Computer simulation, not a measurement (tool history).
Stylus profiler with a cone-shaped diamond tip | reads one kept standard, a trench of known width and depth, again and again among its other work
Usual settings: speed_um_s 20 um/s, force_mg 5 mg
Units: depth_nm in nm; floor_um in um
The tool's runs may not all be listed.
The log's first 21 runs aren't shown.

| run | hour | speed_um_s | force_mg | scans with this tip | hours of work since the height scale was calibrated | depth_nm | floor_um |
|---|---|---|---|---|---|---|---|
| 22 | 229.4 | 20 | 14.34 | 2811 | 526 | 206.48 | 18.06 |
| 23 | 241 | 20 | 2.48 | 2855 | 534 | 202.24 | 18.07 |
| 24 | 253.1 | 64 | 8.33 | 2900 | 543 | 204.57 | 17.98 |
| 25 | 265.2 | 9 | 6.41 | 2946 | 551 | 203.84 | 18.03 |
| 26 | 277.8 | 9 | 9.82 | 2993 | 560 | 205.05 | 18.12 |
| 27 | 292.8 | 8 | 9.26 | 3049 | 571 | 204.88 | 18.06 |
| 28 | 302 | 8 | 9.26 | 3084 | 577 | 204.93 | 18.07 |
| 29 | 311.9 | 17 | 3.31 | 3121 | 584 | 202.64 | 18.06 |
| 30 | 324.6 | 17 | 11.87 | 3168 | 593 | 205.79 | 18.03 |
| 31 | 338.3 | 17 | 11.87 | 3220 | 603 | 205.76 | 18.03 |
| 32 | 346.9 | 17 | 11.87 | 3252 | 609 | 205.82 | 18.03 |
| 33 | 354.5 | 19 | 2.31 | 3280 | 614 | 202.12 | 18.02 |
| 34 | 363.1 | 20 | 10.06 | 3313 | 620 | 205.16 | 18.07 |
| 35 | 372.2 | 8 | 7.47 | 3347 | 627 | 204.32 | 18.05 |
| 36 | 385.2 | 18 | 13.03 | 3395 | 636 | 206.02 | 18.09 |
| 37 | 395.5 | 8 | 11.81 | 3434 | 643 | 205.74 | 18.12 |
| 38 | 407.1 | 47 | 5 | 3478 | 651 | 203.45 | 17.96 |
| 39 | 416 | 45 | 2.02 | 3511 | 657 | 202.13 | 17.93 |
| 40 | 425.9 | 45 | 2.02 | 3548 | 664 | 202.13 | 17.92 |
| 41 | 434.3 | 15 | 14.78 | 3580 | 670 | 206.54 | 18.07 |
| 42 | 449.7 | 20 | 5.33 | 3637 | 681 | 203.66 | 17.96 |
| 43 | 462.6 | 47 | 4.64 | 3686 | 690 | 203.27 | 18 |
| 44 | 473.1 | 8 | 4.55 | 3725 | 697 | 203.15 | 18.07 |
| 45 | 486 | 8 | 4.55 | 3773 | 706 | 203.29 | 18.05 |
| 46 | 498.4 | 31 | 5.76 | 3820 | 715 | 203.75 | 17.99 |

5 ways to go on from here, each from the tool as it stands after run 46. What would each give?
| A | 513.3 | 26 | 12 | 3876 | 726 | ? | ? |
| B | 513.3 | 45 | 4.36 | 3876 | 726 | ? | ? |
| C | 513.3 | 31 | 1.99 | 3876 | 726 | ? | ? |
| D | 513.3 | 17 | 11.89 | 3876 | 726 | ? | ? |
| E | 513.3 | 13 | 1.94 | 3876 | 726 | ? | ? |

| run | depth_nm | floor_um |
|---|---|---|
| A | 205.87 | 18.01 |
| B | 203.32 | 17.95 |
| C | 202.08 | 17.9 |
| D | 205.73 | 18 |
| E | 202.13 | 17.99 |
Without the tool's hidden state the same runs would have given:
| run | depth_nm | floor_um |
|---|---|---|
| A | 205.39 | 18.22 |
| B | 202.85 | 18.16 |
| C | 201.61 | 18.11 |
| D | 205.25 | 18.21 |
| E | 201.66 | 18.2 |
